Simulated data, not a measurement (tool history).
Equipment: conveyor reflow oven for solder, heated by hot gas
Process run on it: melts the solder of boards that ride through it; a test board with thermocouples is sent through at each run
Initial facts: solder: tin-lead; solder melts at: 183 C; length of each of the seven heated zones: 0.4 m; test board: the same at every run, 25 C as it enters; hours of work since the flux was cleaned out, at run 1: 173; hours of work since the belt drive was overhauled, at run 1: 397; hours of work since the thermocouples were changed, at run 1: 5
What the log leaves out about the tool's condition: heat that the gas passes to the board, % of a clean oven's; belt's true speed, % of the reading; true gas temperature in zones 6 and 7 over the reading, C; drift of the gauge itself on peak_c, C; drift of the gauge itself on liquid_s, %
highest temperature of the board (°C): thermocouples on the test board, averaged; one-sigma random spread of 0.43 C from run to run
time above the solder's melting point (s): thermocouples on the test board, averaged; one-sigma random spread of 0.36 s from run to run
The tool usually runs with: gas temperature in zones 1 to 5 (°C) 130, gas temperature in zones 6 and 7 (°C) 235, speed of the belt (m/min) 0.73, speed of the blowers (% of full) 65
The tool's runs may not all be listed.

run   hour  gas temperature in zones 1 to 5 (°C)  gas temperature in zones 6 and 7 (°C)  speed of the belt (m/min)  speed of the blowers (% of full)  hours of work since the flux was cleaned out  hours of work since the belt drive was overhauled  hours of work since the thermocouples were changed  highest temperature of the board (°C)  time above the solder's melting point (s)
  1      0                                   130                                    235                       0.73                                65                                           173                                                397                                                   5                                  213.9                                       43.9
  2     17                                   130                                    235                       0.73                                65                                           186                                                410                                                  19                                  214.4                                       43.8
  3   32.8                                   130                                    235                       0.73                                65                                           199                                                423                                                  31                                  213.3                                       43.6
  4   43.7                                   130                                    235                       0.73                                65                                           208                                                432                                                  40                                  212.9                                       43.9
      58.8  -- flux residue cleaned out of gas plates and filters
  5   59.9                                   130                                    235                       0.73                                65                                             1                                                441                                                  49                                  216.2                                       45.7
  6   85.9                                   130                                    225                       0.73                                65                                            22                                                461                                                  70                                    207                                       38.4
  7  101.3                                   130                                    235                       0.73                                74                                            34                                                474                                                  82                                  217.6                                       47.8
  8  116.4                                   130                                    235                       0.73                                74                                            46                                                486                                                  94                                  218.5                                       47.4
     121.8  -- belt drive overhauled, speed set with a stopwatch
  9  131.6                                   130                                    235                       0.73                                74                                            55                                                  8                                                 103                                  217.8                                       48.5
 10  151.3                                   130                                    235                      0.617                                74                                            71                                                 24                                                 119                                  221.9                                       60.8
 11  174.5                                   130                                    235                      0.617                                74                                            89                                                 42                                                 137                                  222.6                                       61.3
 12  189.9                                   130                                    235                      0.617                                74                                           102                                                 54                                                 150                                  222.3                                       60.7
 13  205.3                                   130                                    235                      0.782                                74                                           114                                                 67                                                 162                                  215.2                                       41.8
 14  219.5                                   130                                    235                      0.782                                74                                           125                                                 78                                                 173                                  214.6                                       41.8
     227.6  -- belt drive overhauled, speed set with a stopwatch, once more
 15  242.9                                   130                                    235                      0.782                                74                                           141                                                 12                                                 189                                  213.9                                       41.8
 16  262.7                                   130                                    235                      0.782                                74                                           157                                                 28                                                 205                                  214.6                                       41.3
 17  287.9                                   135                                    227                      0.875                                82                                           177                                                 48                                                 225                                    207                                       32.4
 18  310.4                                   130                                    235                       0.73                                64                                           195                                                 66                                                 243                                  212.9                                       42.9
 19  321.7                                   117                                    234                      0.683                                67                                           204                                                 75                                                 252                                  213.2                                       43.8
     341.8  -- flux residue cleaned out of gas plates and filters
 20  350.9                                   115                                    247                       0.73                                65                                             7                                                 95                                                 271                                  222.1                                       46.5
 21  370.8                                   115                                    247                      0.838                                65                                            23                                                111                                                 287                                  215.6                                         36
 22  386.2                                   115                                    247                      0.838                                65                                            36                                                123                                                 299                                  215.8                                       35.8
 23  404.6                                   144                                    243                      0.836                                53                                            50                                                138                                                 314                                  214.1                                         41
 24  418.4                                   130                                    239                       0.73                                65                                            61                                                149                                                 325                                  218.4                                       47.4
 25  435.7                                   120                                    235                      0.595                                65                                            75                                                162                                                 339                                  219.1                                       57.2
 26    459                                   130                                    230                      0.685                                53                                            94                                                181                                                 358                                  207.9                                       40.9
 27  475.8                                   130                                    230                      0.656                                53                                           107                                                195                                                 371                                  208.4                                       44.8
 28  491.6                                   130                                    229                      0.656                                53                                           120                                                207                                                 384                                  208.5                                       43.9

How would selected steps in highest temperature of the board (°C) from run to run divide? Give the signed amount a tool lacking its hidden state would still show from settings, what came in and random variation, and the signed amount left for the hidden state, including any gauge scatter that is not in both of the compared results.
Run 4 -> 5: flux residue cleaned out of gas plates and filters. highest temperature of the board (°C) +3.3: hidden state +2, all else +1.3.
Run 6 -> 7: gas temperature in zones 6 and 7 (°C) 225 -> 235, speed of the blowers (% of full) 65 -> 74. highest temperature of the board (°C) +10.6: hidden state -0.1, all else +10.7.
Run 19 -> 20: gas temperature in zones 1 to 5 (°C) 117 -> 115, gas temperature in zones 6 and 7 (°C) 234 -> 247, speed of the belt (m/min) 0.683 -> 0.73, speed of the blowers (% of full) 67 -> 65, flux residue cleaned out of gas plates and filters. highest temperature of the board (°C) +8.9: hidden state +1.7, all else +7.2.
Run 25 -> 26: gas temperature in zones 1 to 5 (°C) 120 -> 130, gas temperature in zones 6 and 7 (°C) 235 -> 230, speed of the belt (m/min) 0.595 -> 0.685, speed of the blowers (% of full) 65 -> 53. highest temperature of the board (°C) -11.2: hidden state +0, all else -11.2.

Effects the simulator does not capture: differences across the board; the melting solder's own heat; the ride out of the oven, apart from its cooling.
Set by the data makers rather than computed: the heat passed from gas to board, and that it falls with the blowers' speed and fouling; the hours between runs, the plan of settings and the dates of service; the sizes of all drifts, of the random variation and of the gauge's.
